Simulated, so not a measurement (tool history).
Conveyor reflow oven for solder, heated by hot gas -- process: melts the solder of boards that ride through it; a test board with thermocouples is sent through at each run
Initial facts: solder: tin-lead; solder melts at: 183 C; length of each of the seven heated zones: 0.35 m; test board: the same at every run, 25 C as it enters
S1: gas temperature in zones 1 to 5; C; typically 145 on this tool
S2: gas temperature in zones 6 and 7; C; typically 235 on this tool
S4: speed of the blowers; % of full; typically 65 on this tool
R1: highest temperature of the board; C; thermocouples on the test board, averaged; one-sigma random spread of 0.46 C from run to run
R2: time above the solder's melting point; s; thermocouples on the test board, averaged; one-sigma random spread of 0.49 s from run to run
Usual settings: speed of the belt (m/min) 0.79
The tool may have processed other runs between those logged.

{"run": 1, "hour": 0.0, "S1": 145, "S2": 235, "speed of the belt (m/min)": 0.79, "S4": 65, "R1": 218.1, "R2": 42}
{"run": 2, "hour": 9.6, "S1": 145, "S2": 235, "speed of the belt (m/min)": 0.845, "S4": 65, "R1": 215.6, "R2": 38.4}
{"run": 3, "hour": 16.9, "S1": 145, "S2": 235, "speed of the belt (m/min)": 0.845, "S4": 65, "R1": 215.8, "R2": 38.7}
{"run": 4, "hour": 21.1, "S1": 145, "S2": 227, "speed of the belt (m/min)": 0.845, "S4": 65, "R1": 208.5, "R2": 35.1}
{"run": 5, "hour": 27.6, "S1": 145, "S2": 227, "speed of the belt (m/min)": 0.845, "S4": 65, "R1": 208.4, "R2": 34}
{"hour": 33.1, "done": "flux residue cleaned out of gas plates and filters"}
{"run": 6, "hour": 38.2, "S1": 145, "S2": 227, "speed of the belt (m/min)": 0.845, "S4": 65, "R1": 208.6, "R2": 33.2}
{"run": 7, "hour": 42.4, "S1": 145, "S2": 238, "speed of the belt (m/min)": 0.845, "S4": 67, "R1": 218.1, "R2": 38.3}
{"run": 8, "hour": 51.9, "S1": 158, "S2": 224, "speed of the belt (m/min)": 0.902, "S4": 71, "R1": 207.5, "R2": 34.5}
{"run": 9, "hour": 60.3, "S1": 145, "S2": 244, "speed of the belt (m/min)": 0.772, "S4": 61, "R1": 224.3, "R2": 46.5}
{"run": 10, "hour": 66.0, "S1": 145, "S2": 245, "speed of the belt (m/min)": 0.772, "S4": 61, "R1": 225.8, "R2": 45.9}
{"run": 11, "hour": 70.1, "S1": 145, "S2": 245, "speed of the belt (m/min)": 0.772, "S4": 61, "R1": 225.6, "R2": 46.9}
{"hour": 77.0, "done": "flux residue cleaned out of gas plates and filters, once more"}
{"run": 12, "hour": 83.2, "S1": 148, "S2": 235, "speed of the belt (m/min)": 0.878, "S4": 84, "R1": 220, "R2": 40.9}

Here are 5 independent what-if runs from the current tool condition. What would each one return?
{"run": "A", "hour": 91.6, "S1": 144, "S2": 235, "speed of the belt (m/min)": 0.79, "S4": 87, "R1": "?", "R2": "?"}
{"run": "B", "hour": 91.6, "S1": 137, "S2": 235, "speed of the belt (m/min)": 0.79, "S4": 80, "R1": "?", "R2": "?"}
{"run": "C", "hour": 91.6, "S1": 141, "S2": 235, "speed of the belt (m/min)": 0.79, "S4": 65, "R1": "?", "R2": "?"}
{"run": "D", "hour": 91.6, "S1": 158, "S2": 248, "speed of the belt (m/min)": 0.832, "S4": 65, "R1": "?", "R2": "?"}
{"run": "E", "hour": 91.6, "S1": 140, "S2": 235, "speed of the belt (m/min)": 0.794, "S4": 86, "R1": "?", "R2": "?"}

run=A R1=221.9 R2=43.9
run=B R1=221.6 R2=42
run=C R1=218.4 R2=42
run=D R1=231.6 R2=49.2
run=E R1=222.2 R2=43.9
Take away the tool's hidden state, keep each run's random variation, and the runs would have read:
run=A R1=222.8 R2=43.8
run=B R1=222.5 R2=41.9
run=C R1=219.1 R2=41.9
run=D R1=232.3 R2=49
run=E R1=223 R2=43.8
